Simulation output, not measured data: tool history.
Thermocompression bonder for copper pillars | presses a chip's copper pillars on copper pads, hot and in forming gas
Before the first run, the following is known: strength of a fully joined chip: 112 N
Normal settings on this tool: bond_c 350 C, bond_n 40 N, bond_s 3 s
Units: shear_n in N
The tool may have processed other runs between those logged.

| run | hour | bond_c | bond_n | bond_s | shear_n |
|---|---|---|---|---|---|
| 1 | 0 | 350 | 40 | 3 | 61 |
| 2 | 71.1 | 350 | 40 | 3 | 58.8 |
| 3 | 110 | 344 | 40 | 3 | 55.7 |
|  | 127.6 | heater calibrated with a thermocouple chip |
| 4 | 190.7 | 350 | 40 | 2 | 50 |
| 5 | 284.6 | 350 | 40 | 2 | 47.6 |
|  | 350 | heater calibrated with a thermocouple chip, once more |
| 6 | 359.9 | 350 | 40 | 3 | 62.2 |
| 7 | 450.3 | 350 | 40 | 3 | 61 |
| 8 | 496.7 | 331 | 47 | 2 | 48.7 |
|  | 574.1 | forming gas filter changed |
| 9 | 576.2 | 331 | 47 | 2 | 54.2 |
| 10 | 619.2 | 350 | 34 | 3 | 57.4 |
| 11 | 701.4 | 350 | 40 | 2 | 56.8 |
| 12 | 789.1 | 362 | 47 | 2 | 67.4 |
| 13 | 831.1 | 350 | 29 | 2 | 43.6 |

A few steps of shear_n between consecutive runs. Split each: what settings, incoming material and random variation would produce without the hidden state, and what is left over for the hidden state, along with gauge scatter present in only one of the two compared results (measured, and without hidden state):
Hidden state at play: true temperature of the bond over the reading, C; force that reaches the chip, % of what is set; oxide that the forming gas leaves, % of the face; drift of the gauge itself on shear_n, %.
Run 5 -> 6: bond_s 2 -> 3, heater calibrated with a thermocouple chip, once more. shear_n +14.6 N: hidden state +5.7, all else +8.9.
Run 12 -> 13: bond_c 362 -> 350, bond_n 47 -> 29. shear_n -23.8 N: hidden state +0.4, all else -24.2.

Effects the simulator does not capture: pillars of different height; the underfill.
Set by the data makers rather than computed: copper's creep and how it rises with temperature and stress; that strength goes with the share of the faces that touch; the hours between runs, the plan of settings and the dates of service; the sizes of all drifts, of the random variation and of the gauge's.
